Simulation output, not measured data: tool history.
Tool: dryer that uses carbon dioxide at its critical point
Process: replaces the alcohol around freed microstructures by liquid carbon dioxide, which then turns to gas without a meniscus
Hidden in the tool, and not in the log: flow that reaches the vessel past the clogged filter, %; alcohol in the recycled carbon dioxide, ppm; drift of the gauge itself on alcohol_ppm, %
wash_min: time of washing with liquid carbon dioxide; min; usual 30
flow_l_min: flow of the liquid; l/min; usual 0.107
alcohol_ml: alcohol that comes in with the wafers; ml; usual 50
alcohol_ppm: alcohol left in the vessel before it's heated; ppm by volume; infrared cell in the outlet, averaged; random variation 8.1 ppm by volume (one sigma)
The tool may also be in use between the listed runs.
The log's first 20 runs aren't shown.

| run | hour | wash_min | flow_l_min | alcohol_ml | hours of work since the filter was changed | hours of work since the purifier's bed was changed | alcohol_ppm |
|---|---|---|---|---|---|---|---|
| 21 | 401.8 | 31 | 0.107 | 50 | 84 | 121 | 448 |
| 22 | 426 | 31 | 0.107 | 50 | 103 | 140 | 466 |
| 23 | 452.3 | 22 | 0.107 | 21 | 124 | 161 | 957 |
| 24 | 470.7 | 38 | 0.107 | 50 | 139 | 176 | 173 |
| 25 | 484.4 | 42 | 0.087 | 80 | 150 | 187 | 502 |
| 26 | 505.8 | 42 | 0.087 | 80 | 167 | 204 | 525 |
| 27 | 518 | 30 | 0.087 | 80 | 177 | 214 | 2618 |
| 28 | 535.3 | 35 | 0.075 | 80 | 190 | 228 | 2624 |
| 29 | 549.9 | 35 | 0.075 | 80 | 202 | 239 | 2698 |
| 30 | 564.4 | 25 | 0.135 | 80 | 213 | 251 | 899 |
| 31 | 591.7 | 24 | 0.107 | 93 | 235 | 272 | 3613 |
| 32 | 607.9 | 45 | 0.107 | 35 | 248 | 285 | 81 |
| 33 | 623.4 | 25 | 0.072 | 50 | 260 | 298 | 6558 |
| 34 | 634.6 | 30 | 0.134 | 80 | 269 | 306 | 420 |
| 35 | 653.5 | 34 | 0.107 | 50 | 284 | 322 | 472 |
| 36 | 674.5 | 34 | 0.107 | 50 | 301 | 338 | 488 |
| 37 | 700.9 | 24 | 0.077 | 30 | 322 | 359 | 4056 |
| 38 | 727.9 | 41 | 0.103 | 27 | 344 | 381 | 167 |
|  | 738 | inlet filter changed |
| 39 | 743.8 | 30 | 0.105 | 31 | 5 | 393 | 334 |

4 ways to go on from here, each from the tool as it stands after run 39. What would each give?
| A | 757.9 | 29 | 0.107 | 50 | 16 | 404 | ? |
| B | 757.9 | 30 | 0.124 | 119 | 16 | 404 | ? |
| C | 757.9 | 25 | 0.118 | 50 | 16 | 404 | ? |
| D | 757.9 | 30 | 0.107 | 50 | 16 | 404 | ? |

| run | alcohol_ppm |
|---|---|
| A | 593 |
| B | 501 |
| C | 734 |
| D | 509 |
Without the tool's hidden state the same runs would have given:
| run | alcohol_ppm |
|---|---|
| A | 519 |
| B | 428 |
| C | 653 |
| D | 438 |
